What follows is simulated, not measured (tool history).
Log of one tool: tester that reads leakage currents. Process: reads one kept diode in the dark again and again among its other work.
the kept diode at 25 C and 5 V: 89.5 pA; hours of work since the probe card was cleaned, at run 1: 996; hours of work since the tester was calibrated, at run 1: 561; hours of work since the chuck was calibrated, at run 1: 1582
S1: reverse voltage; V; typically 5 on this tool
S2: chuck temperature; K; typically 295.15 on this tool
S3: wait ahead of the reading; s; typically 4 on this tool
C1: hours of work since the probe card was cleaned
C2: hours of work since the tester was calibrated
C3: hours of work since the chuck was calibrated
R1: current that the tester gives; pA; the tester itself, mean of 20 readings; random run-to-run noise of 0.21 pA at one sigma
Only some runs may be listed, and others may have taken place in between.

{"run": 1, "day": 0.0, "S1": 5, "S2": 295.15, "S3": 4, "C1": 996, "C2": 561, "C3": 1582, "R1": 77.1}
{"run": 2, "day": 1.775, "S1": 5, "S2": 295.15, "S3": 4, "C1": 1017, "C2": 582, "C3": 1603, "R1": 77.37}
{"run": 3, "day": 3.833, "S1": 5, "S2": 295.15, "S3": 1.77, "C1": 1042, "C2": 606, "C3": 1627, "R1": 77.78}
{"run": 4, "day": 8.104, "S1": 5, "S2": 305.15, "S3": 4, "C1": 1092, "C2": 656, "C3": 1678, "R1": 175.8}
{"run": 5, "day": 11.383, "S1": 5, "S2": 298.15, "S3": 4, "C1": 1131, "C2": 695, "C3": 1717, "R1": 99.79}
{"run": 6, "day": 14.096, "S1": 5, "S2": 295.15, "S3": 0.37, "C1": 1163, "C2": 727, "C3": 1749, "R1": 79.88}
{"run": 7, "day": 16.867, "S1": 5, "S2": 301.15, "S3": 4, "C1": 1195, "C2": 760, "C3": 1781, "R1": 127.91}
{"run": 8, "day": 18.838, "S1": 5, "S2": 295.15, "S3": 4, "C1": 1219, "C2": 783, "C3": 1804, "R1": 78.67}
{"run": 9, "day": 21.212, "S1": 5, "S2": 295.15, "S3": 4, "C1": 1247, "C2": 811, "C3": 1833, "R1": 79.08}
{"run": 10, "day": 24.117, "S1": 5, "S2": 295.15, "S3": 4, "C1": 1281, "C2": 845, "C3": 1867, "R1": 79.14}
{"run": 11, "day": 26.229, "S1": 5, "S2": 295.15, "S3": 4, "C1": 1306, "C2": 870, "C3": 1892, "R1": 79.25}
{"run": 12, "day": 30.55, "S1": 5, "S2": 295.15, "S3": 4, "C1": 1357, "C2": 921, "C3": 1943, "R1": 79.61}
{"run": 13, "day": 34.833, "S1": 5, "S2": 295.15, "S3": 4, "C1": 1407, "C2": 972, "C3": 1993, "R1": 79.76}
{"run": 14, "day": 38.996, "S1": 5, "S2": 295.15, "S3": 4, "C1": 1457, "C2": 1021, "C3": 2042, "R1": 80.12}
{"run": 15, "day": 41.792, "S1": 5, "S2": 295.15, "S3": 4, "C1": 1490, "C2": 1054, "C3": 2075, "R1": 80.73}
{"run": 16, "day": 45.25, "S1": 5, "S2": 295.15, "S3": 4, "C1": 1530, "C2": 1095, "C3": 2116, "R1": 81.06}
{"run": 17, "day": 48.625, "S1": 5, "S2": 295.15, "S3": 4, "C1": 1570, "C2": 1135, "C3": 2156, "R1": 81.35}
{"run": 18, "day": 50.767, "S1": 5, "S2": 303.15, "S3": 4, "C1": 1596, "C2": 1160, "C3": 2181, "R1": 154.42}
{"run": 19, "day": 52.654, "S1": 5, "S2": 303.15, "S3": 4, "C1": 1618, "C2": 1182, "C3": 2204, "R1": 154.51}
{"run": 20, "day": 55.492, "S1": 5, "S2": 303.15, "S3": 4, "C1": 1651, "C2": 1216, "C3": 2237, "R1": 155.25}
{"run": 21, "day": 58.5, "S1": 4.99, "S2": 303.15, "S3": 3.06, "C1": 1687, "C2": 1251, "C3": 2273, "R1": 154.6}
{"run": 22, "day": 61.317, "S1": 4.99, "S2": 297.15, "S3": 0.43, "C1": 1720, "C2": 1284, "C3": 2306, "R1": 98.26}
{"run": 23, "day": 64.525, "S1": 5.27, "S2": 318.15, "S3": 2.17, "C1": 1758, "C2": 1322, "C3": 2344, "R1": 508.29}
{"day": 65.0, "done": "chuck's temperature calibrated"}
{"run": 24, "day": 67.571, "S1": 2.11, "S2": 296.15, "S3": 4.99, "C1": 1793, "C2": 1357, "C3": 30, "R1": 50.26}
{"run": 25, "day": 71.108, "S1": 5.6, "S2": 304.15, "S3": 0.31, "C1": 1835, "C2": 1399, "C3": 72, "R1": 169.42}
{"run": 26, "day": 73.117, "S1": 5.6, "S2": 304.15, "S3": 0.31, "C1": 1858, "C2": 1423, "C3": 96, "R1": 169.84}
{"run": 27, "day": 75.125, "S1": 5.6, "S2": 304.15, "S3": 0.31, "C1": 1882, "C2": 1446, "C3": 119, "R1": 171.26}
{"run": 28, "day": 77.933, "S1": 5.09, "S2": 321.15, "S3": 0.39, "C1": 1915, "C2": 1480, "C3": 153, "R1": 584.05}
{"run": 29, "day": 81.383, "S1": 11.52, "S2": 330.15, "S3": 4, "C1": 1956, "C2": 1520, "C3": 193, "R1": 1755.01}
{"run": 30, "day": 83.542, "S1": 3.36, "S2": 295.15, "S3": 1.87, "C1": 1981, "C2": 1546, "C3": 219, "R1": 61.44}
{"run": 31, "day": 86.65, "S1": 5, "S2": 295.15, "S3": 4, "C1": 2018, "C2": 1582, "C3": 256, "R1": 78.16}
{"run": 32, "day": 89.392, "S1": 5, "S2": 307.15, "S3": 2.96, "C1": 2051, "C2": 1615, "C3": 288, "R1": 200.88}
{"run": 33, "day": 91.558, "S1": 5, "S2": 318.15, "S3": 2.96, "C1": 2076, "C2": 1640, "C3": 313, "R1": 467.52}
{"run": 34, "day": 93.9, "S1": 5.8, "S2": 318.15, "S3": 1.52, "C1": 2104, "C2": 1668, "C3": 341, "R1": 506.73}
{"run": 35, "day": 97.979, "S1": 15.54, "S2": 294.15, "S3": 1.52, "C1": 2152, "C2": 1716, "C3": 389, "R1": 149.03}
{"run": 36, "day": 101.717, "S1": 15.54, "S2": 294.15, "S3": 1.52, "C1": 2196, "C2": 1760, "C3": 433, "R1": 149.11}
{"run": 37, "day": 105.8, "S1": 17.55, "S2": 295.15, "S3": 3.62, "C1": 2244, "C2": 1809, "C3": 482, "R1": 174.05}
{"run": 38, "day": 107.854, "S1": 6.44, "S2": 295.15, "S3": 2.6, "C1": 2268, "C2": 1833, "C3": 506, "R1": 93.15}
{"run": 39, "day": 109.621, "S1": 6.44, "S2": 312.15, "S3": 2.6, "C1": 2289, "C2": 1854, "C3": 527, "R1": 344.2}

Take each entry between the runs: how does the hidden state at the last listed run before it differ from the hidden state at the first listed run after it?
Run 23 -> run 24: chuck's temperature calibrated (day 65)
  stray current of the dirty probe card, pA a volt: 1.516 -> 1.55; current scale over the true one, %: 0.4 -> 0.42; true chuck temperature over the reading, C: 0.86 -> -0.07
  what was measured, less what the result would be without the hidden state, R1: +41.48 -> +3.14 pA
